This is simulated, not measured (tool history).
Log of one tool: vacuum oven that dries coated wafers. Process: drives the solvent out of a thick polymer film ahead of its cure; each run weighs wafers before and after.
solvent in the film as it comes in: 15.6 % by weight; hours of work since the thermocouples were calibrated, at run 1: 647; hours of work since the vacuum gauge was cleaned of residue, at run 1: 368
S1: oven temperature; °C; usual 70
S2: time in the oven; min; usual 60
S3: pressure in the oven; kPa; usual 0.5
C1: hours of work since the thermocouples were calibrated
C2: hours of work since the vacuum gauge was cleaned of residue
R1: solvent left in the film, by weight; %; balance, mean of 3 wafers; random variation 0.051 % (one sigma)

| run | day | S1 | S2 | S3 | C1 | C2 | R1 |
|---|---|---|---|---|---|---|---|
| 1 | 0 | 70 | 60 | 0.5 | 647 | 368 | 1.2 |
| 2 | 0.704 | 70 | 60 | 0.5 | 660 | 381 | 1.12 |
| 3 | 1.117 | 70 | 60 | 0.5 | 668 | 389 | 1.11 |
| 4 | 1.767 | 70 | 60 | 0.5 | 680 | 401 | 1.23 |
| 5 | 2.333 | 70 | 60 | 0.5 | 690 | 412 | 1.25 |
| 6 | 3.042 | 70 | 60 | 0.5 | 704 | 425 | 1.19 |
| 7 | 3.483 | 70 | 60 | 0.807 | 712 | 433 | 1.5 |
| 8 | 3.892 | 82 | 60 | 0.807 | 719 | 441 | 0.57 |
| 9 | 4.454 | 70 | 58 | 0.5 | 730 | 451 | 1.27 |
| 10 | 5.196 | 69 | 60 | 0.5 | 744 | 465 | 1.34 |
| 11 | 6 | 70 | 60 | 0.584 | 759 | 480 | 1.27 |
| 12 | 6.371 | 70 | 60 | 0.265 | 766 | 487 | 1.09 |
| 13 | 6.8 | 70 | 60 | 0.265 | 774 | 495 | 1.16 |
| 14 | 7.604 | 70 | 60 | 0.265 | 789 | 510 | 0.97 |
|  | 7.738 | vacuum gauge cleaned of residue and calibrated |
| 15 | 8.1 | 70 | 60 | 0.5 | 797 | 7 | 1.37 |
| 16 | 8.75 | 70 | 60 | 0.5 | 809 | 19 | 1.24 |
| 17 | 9.55 | 70 | 60 | 0.5 | 824 | 34 | 1.25 |
|  | 9.954 | vacuum gauge cleaned of residue and calibrated, once more |
| 18 | 10.029 | 70 | 60 | 0.5 | 831 | 1 | 1.01 |
| 19 | 10.633 | 70 | 60 | 0.5 | 843 | 13 | 1.15 |
| 20 | 11.308 | 70 | 96 | 0.5 | 855 | 25 | 0.65 |
| 21 | 11.75 | 70 | 96 | 0.5 | 863 | 33 | 0.57 |
|  | 11.892 | oven's thermocouples calibrated |
| 22 | 12.271 | 70 | 96 | 0.5 | 7 | 42 | 0.57 |
| 23 | 12.662 | 70 | 96 | 0.5 | 14 | 49 | 0.52 |
| 24 | 13.3 | 70 | 96 | 0.5 | 26 | 61 | 0.49 |
| 25 | 13.888 | 70 | 42 | 0.5 | 37 | 72 | 1.71 |
| 26 | 14.567 | 70 | 50 | 0.398 | 50 | 84 | 1.27 |
| 27 | 15.175 | 65 | 50 | 0.398 | 61 | 96 | 2.06 |
| 28 | 15.812 | 65 | 50 | 0.398 | 73 | 107 | 2.08 |
| 29 | 16.246 | 77 | 46 | 0.398 | 81 | 116 | 0.6 |
| 30 | 16.912 | 72 | 97 | 0.716 | 93 | 128 | 0.52 |
| 31 | 17.367 | 83 | 31 | 0.686 | 102 | 136 | 0.9 |
| 32 | 18.175 | 59 | 45 | 0.5 | 117 | 151 | 3.95 |
| 33 | 18.604 | 59 | 45 | 0.5 | 125 | 159 | 4.17 |
| 34 | 19.375 | 76 | 77 | 0.292 | 139 | 174 | 0.31 |
| 35 | 20.217 | 56 | 53 | 1.299 | 155 | 189 | 5.14 |
| 36 | 21.058 | 56 | 53 | 1.299 | 171 | 205 | 5.07 |
| 37 | 21.662 | 56 | 53 | 1.299 | 182 | 216 | 5.07 |
| 38 | 22.042 | 56 | 45 | 1.299 | 189 | 223 | 5.91 |
| 39 | 22.675 | 81 | 39 | 0.286 | 201 | 235 | 0.55 |
| 40 | 23.092 | 57 | 102 | 1.885 | 208 | 243 | 3.6 |
| 41 | 23.917 | 62 | 50 | 0.618 | 224 | 258 | 3.13 |
| 42 | 24.579 | 62 | 50 | 0.618 | 236 | 271 | 3.07 |
| 43 | 25.025 | 62 | 50 | 0.618 | 244 | 279 | 3.11 |
| 44 | 25.854 | 76 | 35 | 0.933 | 260 | 294 | 1.62 |
| 45 | 26.267 | 57 | 90 | 0.842 | 268 | 302 | 2.59 |
| 46 | 26.917 | 59 | 43 | 0.5 | 280 | 314 | 4.31 |

Forecast each of these 4 alternatives for the next run:
| A | 27.275 | 74 | 43 | 0.5 | 286 | 321 | ? |
| B | 27.275 | 58 | 36 | 0.416 | 286 | 321 | ? |
| C | 27.275 | 85 | 43 | 0.319 | 286 | 321 | ? |
| D | 27.275 | 71 | 60 | 0.5 | 286 | 321 | ? |

| run | R1 |
|---|---|
| A | 1.19 |
| B | 5.25 |
| C | 0.2 |
| D | 0.89 |
Without the tool's hidden state the same runs would have given:
| run | R1 |
|---|---|
| A | 1.08 |
| B | 5.07 |
| C | 0.14 |
| D | 0.78 |
